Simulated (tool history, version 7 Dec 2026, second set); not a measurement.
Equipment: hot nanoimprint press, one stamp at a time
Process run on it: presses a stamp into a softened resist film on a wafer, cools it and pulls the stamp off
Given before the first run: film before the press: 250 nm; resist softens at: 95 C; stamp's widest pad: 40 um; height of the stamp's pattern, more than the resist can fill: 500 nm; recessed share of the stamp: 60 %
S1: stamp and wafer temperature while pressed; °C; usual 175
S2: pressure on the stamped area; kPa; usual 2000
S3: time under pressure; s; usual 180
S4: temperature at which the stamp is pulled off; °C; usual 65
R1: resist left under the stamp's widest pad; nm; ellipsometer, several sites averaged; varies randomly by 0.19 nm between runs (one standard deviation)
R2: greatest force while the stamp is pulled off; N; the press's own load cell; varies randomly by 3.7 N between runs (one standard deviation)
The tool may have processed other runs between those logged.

{"run": 1, "hour": 0.0, "S1": 175, "S2": 2000, "S3": 180, "S4": 65, "R1": 135.7, "R2": 255}
{"run": 2, "hour": 18.2, "S1": 175, "S2": 2000, "S3": 180, "S4": 65, "R1": 135.4, "R2": 269}
{"run": 3, "hour": 35.8, "S1": 175, "S2": 2000, "S3": 180, "S4": 65, "R1": 135.0, "R2": 267}
{"hour": 66.2, "done": "stamp cleaned and given a new release coat"}
{"run": 4, "hour": 68.2, "S1": 175, "S2": 2000, "S3": 180, "S4": 65, "R1": 135.2, "R2": 176}
{"run": 5, "hour": 85.8, "S1": 175, "S2": 2000, "S3": 180, "S4": 65, "R1": 134.9, "R2": 174}
{"run": 6, "hour": 97.6, "S1": 175, "S2": 2000, "S3": 180, "S4": 65, "R1": 135.3, "R2": 173}
{"run": 7, "hour": 121.5, "S1": 175, "S2": 2000, "S3": 180, "S4": 53, "R1": 134.9, "R2": 236}
{"run": 8, "hour": 133.3, "S1": 175, "S2": 2000, "S3": 180, "S4": 65, "R1": 134.6, "R2": 179}
{"run": 9, "hour": 155.7, "S1": 175, "S2": 3110, "S3": 180, "S4": 65, "R1": 108.0, "R2": 189}
{"hour": 159.7, "done": "plate thermocouple calibrated"}
{"run": 10, "hour": 174.0, "S1": 175, "S2": 2000, "S3": 180, "S4": 65, "R1": 134.0, "R2": 184}
{"run": 11, "hour": 198.2, "S1": 177, "S2": 2000, "S3": 180, "S4": 65, "R1": 128.0, "R2": 192}
{"run": 12, "hour": 223.2, "S1": 175, "S2": 2000, "S3": 180, "S4": 65, "R1": 133.7, "R2": 197}
{"run": 13, "hour": 247.1, "S1": 175, "S2": 2000, "S3": 104, "S4": 51, "R1": 157.2, "R2": 270}
{"run": 14, "hour": 271.9, "S1": 184, "S2": 2000, "S3": 276, "S4": 71, "R1": 93.7, "R2": 165}
{"hour": 289.3, "done": "plate thermocouple calibrated, once more"}
{"run": 15, "hour": 289.3, "S1": 175, "S2": 2320, "S3": 180, "S4": 65, "R1": 128.7, "R2": 205}
{"run": 16, "hour": 301.5, "S1": 170, "S2": 1430, "S3": 186, "S4": 53, "R1": 174.1, "R2": 267}
{"run": 17, "hour": 323.7, "S1": 170, "S2": 1430, "S3": 186, "S4": 53, "R1": 174.0, "R2": 280}
{"run": 18, "hour": 341.6, "S1": 170, "S2": 1430, "S3": 186, "S4": 53, "R1": 173.9, "R2": 274}
{"run": 19, "hour": 355.7, "S1": 175, "S2": 2000, "S3": 282, "S4": 65, "R1": 119.0, "R2": 214}
{"run": 20, "hour": 376.0, "S1": 178, "S2": 2000, "S3": 189, "S4": 72, "R1": 126.6, "R2": 188}
{"run": 21, "hour": 396.5, "S1": 166, "S2": 1470, "S3": 271, "S4": 72, "R1": 169.6, "R2": 189}
{"run": 22, "hour": 419.3, "S1": 173, "S2": 1500, "S3": 271, "S4": 57, "R1": 143.8, "R2": 270}
{"run": 23, "hour": 441.1, "S1": 180, "S2": 1800, "S3": 266, "S4": 65, "R1": 113.3, "R2": 218}

Each row is a separate what-if for the run after 23, all from the same tool condition, not one after another. Results?
{"run": "A", "hour": 455.5, "S1": 170, "S2": 1930, "S3": 266, "S4": 66, "R1": "?", "R2": "?"}
{"run": "B", "hour": 455.5, "S1": 174, "S2": 2000, "S3": 180, "S4": 65, "R1": "?", "R2": "?"}
{"run": "C", "hour": 455.5, "S1": 175, "S2": 1240, "S3": 110, "S4": 60, "R1": "?", "R2": "?"}
{"run": "D", "hour": 455.5, "S1": 173, "S2": 1800, "S3": 123, "S4": 54, "R1": "?", "R2": "?"}
{"run": "E", "hour": 455.5, "S1": 180, "S2": 1680, "S3": 266, "S4": 65, "R1": "?", "R2": "?"}

run=A R1=138.5 R2=227
run=B R1=140.1 R2=227
run=C R1=187.2 R2=264
run=D R1=166.3 R2=296
run=E R1=117.4 R2=236
Without the tool's hidden state the same runs would have given:
run=A R1=137.9 R2=175
run=B R1=139.5 R2=174
run=C R1=187.0 R2=204
run=D R1=165.8 R2=228
run=E R1=116.9 R2=182
